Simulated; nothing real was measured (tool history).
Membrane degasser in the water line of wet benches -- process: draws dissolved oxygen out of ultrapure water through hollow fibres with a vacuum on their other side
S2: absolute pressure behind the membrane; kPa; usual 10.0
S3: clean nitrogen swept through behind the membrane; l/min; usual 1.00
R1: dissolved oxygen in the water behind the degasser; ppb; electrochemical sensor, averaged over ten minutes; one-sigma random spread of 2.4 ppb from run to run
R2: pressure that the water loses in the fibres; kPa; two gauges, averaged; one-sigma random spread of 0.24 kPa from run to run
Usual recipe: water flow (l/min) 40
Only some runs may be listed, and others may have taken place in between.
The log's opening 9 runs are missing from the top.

run 10 day=63.521 | water_flow_(l/min)=40 S2=13.4 S3=2.39 | R1=386.5 R2=63.07
run 11 day=71.500 | water_flow_(l/min)=40 S2=13.4 S3=2.39 | R1=385.5 R2=63.14
run 12 day=80.562 | water_flow_(l/min)=40 S2=13.4 S3=2.39 | R1=387.6 R2=62.88
run 13 day=87.742 | water_flow_(l/min)=40 S2=13.4 S3=2.39 | R1=387.4 R2=63.14
run 14 day=94.446 | water_flow_(l/min)=40 S2=13.4 S3=2.39 | R1=388.1 R2=62.49
run 15 day=104.158 | water_flow_(l/min)=40 S2=13.4 S3=2.39 | R1=387.1 R2=62.86
run 16 day=114.100 | water_flow_(l/min)=40 S2=13.4 S3=2.39 | R1=389.9 R2=62.71
run 17 day=118.779 | water_flow_(l/min)=48 S2=7.8 S3=0.58 | R1=627.5 R2=75.39
run 18 day=127.525 | water_flow_(l/min)=48 S2=7.8 S3=0.58 | R1=630.9 R2=75.32
run 19 day=136.192 | water_flow_(l/min)=27 S2=8.4 S3=1.77 | R1=184.3 R2=42.26
run 20 day=144.475 | water_flow_(l/min)=49 S2=7.3 S3=0.85 | R1=447.4 R2=77.49
run 21 day=148.654 | water_flow_(l/min)=46 S2=18.5 S3=1.40 | R1=973.6 R2=72.79
run 22 day=154.946 | water_flow_(l/min)=40 S2=8.2 S3=2.64 | R1=185.8 R2=62.56
run 23 day=159.854 | water_flow_(l/min)=40 S2=8.0 S3=2.57 | R1=186.2 R2=62.84
run 24 day=168.583 | water_flow_(l/min)=25 S2=23.8 S3=1.00 | R1=1028.7 R2=39.39
run 25 day=172.696 | water_flow_(l/min)=34 S2=10.0 S3=0.93 | R1=494.2 R2=53.09
run 26 day=178.421 | water_flow_(l/min)=27 S2=10.0 S3=0.55 | R1=617.1 R2=42.47
run 27 day=188.225 | water_flow_(l/min)=46 S2=6.6 S3=2.21 | R1=178.2 R2=72.08
run 28 day=194.212 | water_flow_(l/min)=26 S2=12.1 S3=1.48 | R1=347.4 R2=41.00
run 29 day=198.746 | water_flow_(l/min)=26 S2=12.1 S3=1.48 | R1=348.3 R2=40.84
run 30 day=202.888 | water_flow_(l/min)=26 S2=12.1 S3=1.48 | R1=347.8 R2=40.73
run 31 day=212.533 | water_flow_(l/min)=31 S2=6.2 S3=0.54 | R1=320.8 R2=49.12

Predict each of these 5 candidate next runs independently; none follows another, all start after run 31:
run A day=219.050 | water_flow_(l/min)=40 S2=8.8 S3=1.32 | R1=? R2=?
run B day=219.050 | water_flow_(l/min)=31 S2=9.3 S3=0.84 | R1=? R2=?
run C day=219.050 | water_flow_(l/min)=31 S2=10.1 S3=0.76 | R1=? R2=?
run D day=219.050 | water_flow_(l/min)=53 S2=12.9 S3=2.32 | R1=? R2=?
run E day=219.050 | water_flow_(l/min)=56 S2=6.9 S3=0.60 | R1=? R2=?

run=A R1=364.2 R2=62.59
run=B R1=452.9 R2=48.63
run=C R1=549.8 R2=48.74
run=D R1=497.5 R2=83.34
run=E R1=576.0 R2=87.72
With no hidden state in the tool, these same runs would have given:
run=A R1=355.1 R2=62.54
run=B R1=441.6 R2=48.60
run=C R1=536.2 R2=48.70
run=D R1=485.2 R2=83.27
run=E R1=561.3 R2=87.65
